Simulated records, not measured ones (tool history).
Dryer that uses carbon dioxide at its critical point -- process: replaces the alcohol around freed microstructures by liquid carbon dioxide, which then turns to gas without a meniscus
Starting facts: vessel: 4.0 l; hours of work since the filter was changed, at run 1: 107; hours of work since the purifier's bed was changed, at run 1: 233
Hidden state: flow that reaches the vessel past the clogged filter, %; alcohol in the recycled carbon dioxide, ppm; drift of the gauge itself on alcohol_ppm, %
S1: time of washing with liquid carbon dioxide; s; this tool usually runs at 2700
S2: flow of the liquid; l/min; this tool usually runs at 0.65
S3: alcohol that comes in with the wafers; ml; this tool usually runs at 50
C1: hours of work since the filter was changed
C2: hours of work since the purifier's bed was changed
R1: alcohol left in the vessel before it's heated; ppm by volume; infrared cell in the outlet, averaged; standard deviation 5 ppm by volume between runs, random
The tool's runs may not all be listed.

Run 1, hour 0: usual settings; C1 107; C2 233. Result: R1 45 ppm by volume.
Run 2, hour 16.8: usual settings but S1 2940 s; C1 120; C2 247. Result: R1 45 ppm by volume.
Run 3, hour 33.6: usual settings but S1 2940 s; C1 134; C2 260. Result: R1 41 ppm by volume.
Run 4, hour 50.6: usual settings but S1 2940 s, S2 0.393 l/min; C1 147; C2 274. Result: R1 216 ppm by volume.
Run 5, hour 62.7: usual settings but S1 2940 s, S2 0.393 l/min; C1 157; C2 283. Result: R1 233 ppm by volume.
Run 6, hour 79.5: usual settings but S2 1.073 l/min; C1 170; C2 297. Result: R1 42 ppm by volume.
Run 7, hour 87.6: usual settings but S1 3840 s; C1 176; C2 303. Result: R1 37 ppm by volume.
At hour 99: inlet filter changed.
Run 8, hour 101.5: usual settings but S1 3840 s, S3 48 ml; C1 2; C2 313. Result: R1 42 ppm by volume.
Run 9, hour 109.2: usual settings but S2 0.727 l/min; C1 8; C2 319. Result: R1 41 ppm by volume.
Run 10, hour 122.1: usual settings but S1 1680 s; C1 18; C2 330. Result: R1 203 ppm by volume.
Run 11, hour 133.5: usual settings but S1 4320 s, S3 51 ml; C1 27; C2 339. Result: R1 44 ppm by volume.
Run 12, hour 142: usual settings but S1 4320 s, S3 51 ml; C1 34; C2 345. Result: R1 33 ppm by volume.
Run 13, hour 156.6: usual settings but S3 31 ml; C1 46; C2 357. Result: R1 49 ppm by volume.
Run 14, hour 166.3: usual settings but S3 31 ml; C1 53; C2 365. Result: R1 45 ppm by volume.
Run 15, hour 173.5: usual settings but S1 2100 s, S2 0.757 l/min, S3 116 ml; C1 59; C2 370. Result: R1 113 ppm by volume.

Run 16 comes next. What will it give?
Run 16, hour 185.5: usual settings but S1 3000 s, S2 0.948 l/min, S3 28 ml; C1 69; C2 380. Result: R1 ?.

R1: 41 ppm by volume
With the hidden condition absent and the run-to-run variation left alone, this run would have shown R1 4 ppm by volume.
